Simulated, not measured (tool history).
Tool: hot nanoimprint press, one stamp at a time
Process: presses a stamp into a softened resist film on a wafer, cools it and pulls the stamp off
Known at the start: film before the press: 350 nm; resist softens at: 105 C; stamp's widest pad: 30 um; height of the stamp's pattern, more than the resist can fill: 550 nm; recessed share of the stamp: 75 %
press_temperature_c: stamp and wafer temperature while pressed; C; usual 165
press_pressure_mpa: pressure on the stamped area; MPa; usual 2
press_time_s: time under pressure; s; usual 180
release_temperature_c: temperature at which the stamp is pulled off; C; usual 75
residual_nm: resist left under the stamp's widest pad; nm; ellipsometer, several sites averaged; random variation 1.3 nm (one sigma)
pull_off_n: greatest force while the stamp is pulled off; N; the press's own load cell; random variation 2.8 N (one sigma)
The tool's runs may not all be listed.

run,hour,press_temperature_c,press_pressure_mpa,press_time_s,release_temperature_c,residual_nm,pull_off_n
1,0,165,2,180,75,195.1,207
2,9.5,165,2,180,75,193.6,204
# hour 19.2: stamp cleaned and given a new release coat
3,26.9,165,2,180,75,193.6,187
4,34.5,165,2,180,75,195.7,197
5,52.5,165,2,180,75,194.6,193
6,69.7,165,2,180,75,193.8,195
7,85.8,165,2,180,75,192,200
8,94.3,165,2,180,77,193.1,187
9,105.1,165,2,180,77,191.6,189
10,120,165,2,180,71,190.5,226
11,128.6,165,2,180,71,192.8,217
12,139.7,165,2,180,71,192.7,220
13,147.3,165,2,180,70,192.7,231
14,162.4,165,2,180,70,193.6,227
15,177,165,2,180,75,189.6,208
16,185.1,165,2,180,75,191.8,207
# hour 193.4: stamp cleaned and given a new release coat
17,206.8,160,1.36,152,66,276.5,227
18,224.8,160,1.36,152,66,278.5,228

The next listed run, before its measurement:
19,234.2,161,1.36,140,68,?,?

residual_nm: 275.1 nm
pull_off_n: 219 N
Without the tool's hidden state the same run would have given residual_nm 281.8 nm, pull_off_n 217 N.

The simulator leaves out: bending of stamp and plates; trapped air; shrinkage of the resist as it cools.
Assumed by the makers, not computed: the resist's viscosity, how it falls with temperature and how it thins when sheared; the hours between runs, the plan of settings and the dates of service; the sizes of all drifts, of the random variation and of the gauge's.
